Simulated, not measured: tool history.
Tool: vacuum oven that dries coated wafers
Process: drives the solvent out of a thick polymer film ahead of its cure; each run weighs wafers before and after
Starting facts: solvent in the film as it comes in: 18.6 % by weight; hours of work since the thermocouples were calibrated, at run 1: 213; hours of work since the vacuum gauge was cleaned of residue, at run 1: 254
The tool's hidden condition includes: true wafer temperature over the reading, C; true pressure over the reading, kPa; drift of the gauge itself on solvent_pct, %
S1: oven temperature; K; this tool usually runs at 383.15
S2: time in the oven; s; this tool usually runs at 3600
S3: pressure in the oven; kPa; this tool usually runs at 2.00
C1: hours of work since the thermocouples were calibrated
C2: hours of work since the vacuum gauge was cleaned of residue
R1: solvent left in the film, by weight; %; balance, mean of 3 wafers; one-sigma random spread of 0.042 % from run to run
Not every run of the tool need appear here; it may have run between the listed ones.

run 1 day=0.000 | S1=383.15 S2=3600 S3=2.00 | C1=213 C2=254 | R1=2.31
run 2 day=0.571 | S1=383.15 S2=3600 S3=1.23 | C1=223 C2=265 | R1=2.07
run 3 day=1.350 | S1=383.15 S2=3600 S3=1.23 | C1=238 C2=280 | R1=2.09
run 4 day=2.104 | S1=383.15 S2=3600 S3=2.00 | C1=253 C2=294 | R1=2.27
run 5 day=2.967 | S1=383.15 S2=3600 S3=2.00 | C1=269 C2=310 | R1=2.23
run 6 day=3.621 | S1=383.15 S2=3600 S3=2.00 | C1=281 C2=323 | R1=2.37
run 7 day=4.017 | S1=383.15 S2=3600 S3=2.00 | C1=289 C2=330 | R1=2.36
run 8 day=4.821 | S1=383.15 S2=3600 S3=2.00 | C1=304 C2=345 | R1=2.37
run 9 day=5.721 | S1=383.15 S2=3600 S3=2.00 | C1=321 C2=363 | R1=2.43
run 10 day=6.238 | S1=383.15 S2=3600 S3=2.00 | C1=331 C2=372 | R1=2.35
run 11 day=7.075 | S1=383.15 S2=3600 S3=2.00 | C1=347 C2=388 | R1=2.35
-- day=7.225 oven's thermocouples calibrated
run 12 day=7.542 | S1=383.15 S2=2400 S3=1.93 | C1=6 C2=396 | R1=4.18
run 13 day=8.188 | S1=383.15 S2=2400 S3=1.93 | C1=18 C2=408 | R1=4.24
run 14 day=8.712 | S1=373.15 S2=1800 S3=5.38 | C1=28 C2=418 | R1=9.67
-- day=8.917 oven's thermocouples calibrated, once more
run 15 day=9.175 | S1=372.15 S2=4500 S3=3.74 | C1=5 C2=425 | R1=4.57
run 16 day=9.683 | S1=394.15 S2=3600 S3=2.00 | C1=15 C2=435 | R1=0.77
run 17 day=10.075 | S1=394.15 S2=3600 S3=2.00 | C1=22 C2=442 | R1=0.76
run 18 day=10.475 | S1=393.15 S2=3600 S3=1.33 | C1=30 C2=450 | R1=0.75
run 19 day=10.954 | S1=384.15 S2=5640 S3=7.50 | C1=39 C2=459 | R1=2.81
run 20 day=11.692 | S1=384.15 S2=5640 S3=7.50 | C1=53 C2=473 | R1=2.88
run 21 day=12.458 | S1=384.15 S2=5640 S3=7.50 | C1=67 C2=487 | R1=2.93

Had the tool no unlogged condition, and each run kept its random variation, what would the results have been?
run=1 R1=2.17
run=2 R1=1.92
run=3 R1=1.94
run=4 R1=2.11
run=5 R1=2.06
run=6 R1=2.19
run=7 R1=2.18
run=8 R1=2.18
run=9 R1=2.23
run=10 R1=2.15
run=11 R1=2.14
run=12 R1=3.82
run=13 R1=3.87
run=14 R1=9.25
run=15 R1=4.53
run=16 R1=0.75
run=17 R1=0.73
run=18 R1=0.72
run=19 R1=2.77
run=20 R1=2.83
run=21 R1=2.87
